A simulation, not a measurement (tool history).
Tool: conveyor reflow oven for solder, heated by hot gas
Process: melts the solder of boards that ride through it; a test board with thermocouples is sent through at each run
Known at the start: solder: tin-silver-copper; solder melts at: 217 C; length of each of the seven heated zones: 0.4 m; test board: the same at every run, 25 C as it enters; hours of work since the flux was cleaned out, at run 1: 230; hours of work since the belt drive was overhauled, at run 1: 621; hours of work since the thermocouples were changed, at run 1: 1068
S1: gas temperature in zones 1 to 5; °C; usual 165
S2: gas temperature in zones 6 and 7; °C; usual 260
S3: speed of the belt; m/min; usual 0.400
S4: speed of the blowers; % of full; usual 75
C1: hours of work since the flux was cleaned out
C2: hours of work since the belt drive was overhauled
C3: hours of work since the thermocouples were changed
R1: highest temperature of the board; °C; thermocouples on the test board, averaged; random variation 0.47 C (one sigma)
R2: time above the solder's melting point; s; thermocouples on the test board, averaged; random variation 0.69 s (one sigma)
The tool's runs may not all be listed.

run     day   S1   S2     S3  S4   C1    C2    C3     R1     R2
  1   0.000  165  260  0.400  75  230   621  1068  242.5   71.8
  2   1.933  165  273  0.400  75  260   651  1098  252.8   85.2
  3   3.729  153  260  0.400  75  288   679  1126  240.0   62.7
  4   7.629  153  260  0.400  75  349   740  1187  238.8   60.6
  5  10.800  165  260  0.400  75  399   790  1237  241.2   68.7
     11.983  -- thermocouples of zones 6 and 7 changed
  6  13.579  165  260  0.400  75  441   832    25  241.3   70.9
     16.779  -- flux residue cleaned out of gas plates and filters
  7  17.842  165  260  0.400  75   17   896    89  246.2   79.3
  8  19.933  165  254  0.400  75   49   929   121  240.4   71.4
  9  24.083  165  269  0.400  75  115   994   186  252.8   87.6
 10  27.275  165  269  0.400  75  165  1044   236  252.7   86.9
 11  29.675  165  260  0.400  75  202  1081   274  244.0   75.4
 12  31.683  165  260  0.400  75  234  1113   306  244.4   75.3
 13  34.079  165  260  0.400  75  271  1150   343  243.8   75.5
 14  37.979  165  260  0.400  75  332  1211   404  242.9   73.1
 15  41.912  165  260  0.400  75  394  1273   466  242.5   72.1
 16  45.746  177  251  0.327  65  454  1333   526  239.7   95.1
     48.062  -- flux residue cleaned out of gas plates and filters
 17  49.792  179  265  0.326  80   27  1393   586  257.7  125.5
 18  52.242  179  265  0.326  80   65  1432   624  257.0  127.4
 19  55.662  175  250  0.326  80  119  1485   678  242.7  105.5
 20  59.379  175  250  0.326  80  177  1544   736  241.1  104.7
 21  62.279  175  250  0.441  80  223  1589   782  235.5   59.4
 22  66.021  170  250  0.404  54  281  1648   840  230.0   48.4
 23  68.575  170  250  0.404  54  321  1688   880  229.2   47.8
 24  70.654  170  250  0.404  54  354  1720   913  228.8   46.5
     71.479  -- belt drive overhauled, speed set with a stopwatch
 25  73.150  168  260  0.456  60  391    26   950  232.4   44.7
 26  76.338  168  260  0.456  60  441    76  1000  231.9   43.0
 27  78.754  168  249  0.428  60  478   114  1037  225.5   31.8
     79.538  -- flux residue cleaned out of gas plates and filters
 28  81.996  168  249  0.428  60   39   162  1085  229.6   42.3
 29  84.708  168  249  0.428  60   81   204  1127  229.6   42.2

3 ways to go on from here, each from the tool as it stands after run 29. What would each give?
  A  87.750  168  273  0.452  74  129  252  1175   ?   ?
  B  87.750  174  249  0.428  60  129  252  1175   ?   ?
  C  87.750  167  260  0.400  75  129  252  1175   ?   ?

run     R1    R2
  A  250.4  73.9
  B  230.5  47.0
  C  243.3  76.4
Without the tool's hidden state the same runs would have given:
run     R1    R2
  A  253.6  77.3
  B  233.3  53.6
  C  246.3  80.7
